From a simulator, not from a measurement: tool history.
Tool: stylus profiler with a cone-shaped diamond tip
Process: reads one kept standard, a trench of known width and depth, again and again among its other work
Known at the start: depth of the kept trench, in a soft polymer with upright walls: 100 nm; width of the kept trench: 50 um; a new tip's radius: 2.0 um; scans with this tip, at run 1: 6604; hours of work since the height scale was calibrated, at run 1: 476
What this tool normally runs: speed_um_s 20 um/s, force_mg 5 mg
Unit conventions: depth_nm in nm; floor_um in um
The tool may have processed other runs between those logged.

run	day	speed_um_s	force_mg	scans with this tip	hours of work since the height scale was calibrated	depth_nm	floor_um
1	0	20	5	6604	476	101.34	48.74
2	3.888	20	5	7502	540	101.28	48.68
3	6.129	20	5	8021	578	101.37	48.74
4	8.654	20	5	8604	620	101.3	48.69
5	11.638	21	5	9293	669	101.29	48.64
6	15.804	21	5	10254	739	101.32	48.68
7	18.017	27	5	10766	775	101.2	48.67
8	20.192	27	5	11268	812	101.33	48.7
9	23.483	14	5	12028	866	101.3	48.69
10	27.171	14	5	12880	928	101.3	48.7
11	30.358	14	5	13616	981	101.35	48.71
12	33.196	20	5	14271	1028	101.37	48.62
13	35.242	20	4.28	14745	1062	101.18	48.67
14	37.096	20	10.92	15172	1093	102.25	48.69
15	40.542	20	1.78	15969	1150	100.72	48.69
16	43.342	20	5	16615	1197	101.28	48.66
17	46.379	20	5	17317	1247	101.35	48.74
18	49.054	20	5	17934	1292	101.28	48.64
# day 51.338: new tip fitted, height scale calibrated
19	51.583	10	5	57	4	101.33	48.75
20	55.725	10	5	1014	73	101.22	48.71
21	58.238	23	8.2	1594	115	101.87	48.7
22	61.6	23	8.2	2370	171	101.78	48.75
23	64.929	37	5.55	3140	226	101.43	48.65
24	68.608	50	10.17	3990	287	102.1	48.66
25	71.308	22	8.17	4613	332	101.79	48.66
26	74.717	6	2.05	5401	389	100.74	48.73
27	77.383	74	14.76	6016	433	102.7	48.64
28	79.196	10	3.31	6435	463	101.03	48.69
29	81.692	10	3.31	7012	505	101.03	48.74
30	84.542	65	5.35	7669	552	101.31	48.61
31	86.892	6	2.18	8213	592	100.79	48.77
32	88.804	17	12.58	8654	623	102.38	48.68
33	93.004	8	12.58	9625	693	102.42	48.73
34	95.062	49	3.68	10100	727	101.01	48.65
35	99.192	43	10.82	11054	796	102.23	48.66
36	101.892	43	10.82	11677	841	102.27	48.76
37	103.792	29	4.2	12115	873	101.16	48.63
38	107.817	13	8.98	13045	940	101.87	48.69
39	110.45	13	8.98	13653	983	102.06	48.72
40	112.458	13	8.98	14117	1017	101.92	48.72

Across each entry between runs, compare the hidden state at the last listed run before it with the hidden state at the first listed run after it:
After run 18, before run 19: new tip fitted, height scale calibrated (day 51.338)
  radius of the tip, um: 2.06 -> 2; height scale over the true one, %: 0.003 -> 0
